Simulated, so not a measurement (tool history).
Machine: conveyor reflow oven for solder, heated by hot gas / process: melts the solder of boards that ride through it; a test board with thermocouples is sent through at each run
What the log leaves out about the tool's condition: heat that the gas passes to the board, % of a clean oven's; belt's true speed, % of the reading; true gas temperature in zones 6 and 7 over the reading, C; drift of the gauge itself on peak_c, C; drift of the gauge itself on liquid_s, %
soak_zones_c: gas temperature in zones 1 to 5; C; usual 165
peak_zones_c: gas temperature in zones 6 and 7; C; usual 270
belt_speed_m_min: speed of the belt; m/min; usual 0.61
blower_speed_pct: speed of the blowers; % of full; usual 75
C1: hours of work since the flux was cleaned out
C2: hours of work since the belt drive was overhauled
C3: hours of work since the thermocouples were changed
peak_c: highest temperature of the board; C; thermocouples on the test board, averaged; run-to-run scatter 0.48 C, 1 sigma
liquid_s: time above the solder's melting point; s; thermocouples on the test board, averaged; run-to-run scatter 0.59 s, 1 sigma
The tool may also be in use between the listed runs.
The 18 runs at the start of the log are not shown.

run 19 hour=608.2 | soak_zones_c=165 peak_zones_c=270 belt_speed_m_min=0.61 blower_speed_pct=51 | C1=151 C2=75 C3=469 | peak_c=249.1 liquid_s=46.4
run 20 hour=636.8 | soak_zones_c=165 peak_zones_c=258 belt_speed_m_min=0.55 blower_speed_pct=75 | C1=170 C2=94 C3=488 | peak_c=246.5 liquid_s=52.4
run 21 hour=682.6 | soak_zones_c=165 peak_zones_c=260 belt_speed_m_min=0.56 blower_speed_pct=75 | C1=200 C2=124 C3=518 | peak_c=246.6 liquid_s=50.2
run 22 hour=712.7 | soak_zones_c=165 peak_zones_c=260 belt_speed_m_min=0.56 blower_speed_pct=75 | C1=220 C2=143 C3=538 | peak_c=248.2 liquid_s=51.3
run 23 hour=756.7 | soak_zones_c=165 peak_zones_c=260 belt_speed_m_min=0.56 blower_speed_pct=75 | C1=248 C2=172 C3=566 | peak_c=246.8 liquid_s=50.7
run 24 hour=802.4 | soak_zones_c=165 peak_zones_c=260 belt_speed_m_min=0.56 blower_speed_pct=75 | C1=278 C2=202 C3=596 | peak_c=246.5 liquid_s=51.3
-- hour=829.6 flux residue cleaned out of gas plates and filters
run 25 hour=841.4 | soak_zones_c=165 peak_zones_c=270 belt_speed_m_min=0.502 blower_speed_pct=61 | C1=8 C2=224 C3=618 | peak_c=258 liquid_s=65.4
run 26 hour=880.7 | soak_zones_c=178 peak_zones_c=270 belt_speed_m_min=0.61 blower_speed_pct=75 | C1=33 C2=249 C3=644 | peak_c=256.8 liquid_s=57.7
run 27 hour=924.6 | soak_zones_c=157 peak_zones_c=265 belt_speed_m_min=0.556 blower_speed_pct=81 | C1=62 C2=278 C3=673 | peak_c=253 liquid_s=55.8
run 28 hour=957.3 | soak_zones_c=165 peak_zones_c=274 belt_speed_m_min=0.63 blower_speed_pct=65 | C1=83 C2=299 C3=694 | peak_c=254.6 liquid_s=50
run 29 hour=991.9 | soak_zones_c=165 peak_zones_c=274 belt_speed_m_min=0.63 blower_speed_pct=65 | C1=106 C2=322 C3=717 | peak_c=255.2 liquid_s=49.4
run 30 hour=1016.5 | soak_zones_c=178 peak_zones_c=268 belt_speed_m_min=0.529 blower_speed_pct=60 | C1=122 C2=338 C3=733 | peak_c=255.5 liquid_s=64.2

What if the next run were any one of these 4? Each begins from the tool's condition after run 30:
run A hour=1051.4 | soak_zones_c=178 peak_zones_c=264 belt_speed_m_min=0.717 blower_speed_pct=60 | C1=145 C2=361 C3=755 | peak_c=? liquid_s=?
run B hour=1051.4 | soak_zones_c=178 peak_zones_c=262 belt_speed_m_min=0.621 blower_speed_pct=75 | C1=145 C2=361 C3=755 | peak_c=? liquid_s=?
run C hour=1051.4 | soak_zones_c=178 peak_zones_c=278 belt_speed_m_min=0.633 blower_speed_pct=51 | C1=145 C2=361 C3=755 | peak_c=? liquid_s=?
run D hour=1051.4 | soak_zones_c=178 peak_zones_c=284 belt_speed_m_min=0.705 blower_speed_pct=75 | C1=145 C2=361 C3=755 | peak_c=? liquid_s=?

run=A peak_c=243 liquid_s=37.1
run=B peak_c=247.9 liquid_s=50.4
run=C peak_c=256.4 liquid_s=52.7
run=D peak_c=264.4 liquid_s=50.8
Without the tool's unlogged condition, the same runs would have read:
run=A peak_c=246.2 liquid_s=39.6
run=B peak_c=251.1 liquid_s=52.5
run=C peak_c=259.5 liquid_s=54.4
run=D peak_c=268 liquid_s=52.1

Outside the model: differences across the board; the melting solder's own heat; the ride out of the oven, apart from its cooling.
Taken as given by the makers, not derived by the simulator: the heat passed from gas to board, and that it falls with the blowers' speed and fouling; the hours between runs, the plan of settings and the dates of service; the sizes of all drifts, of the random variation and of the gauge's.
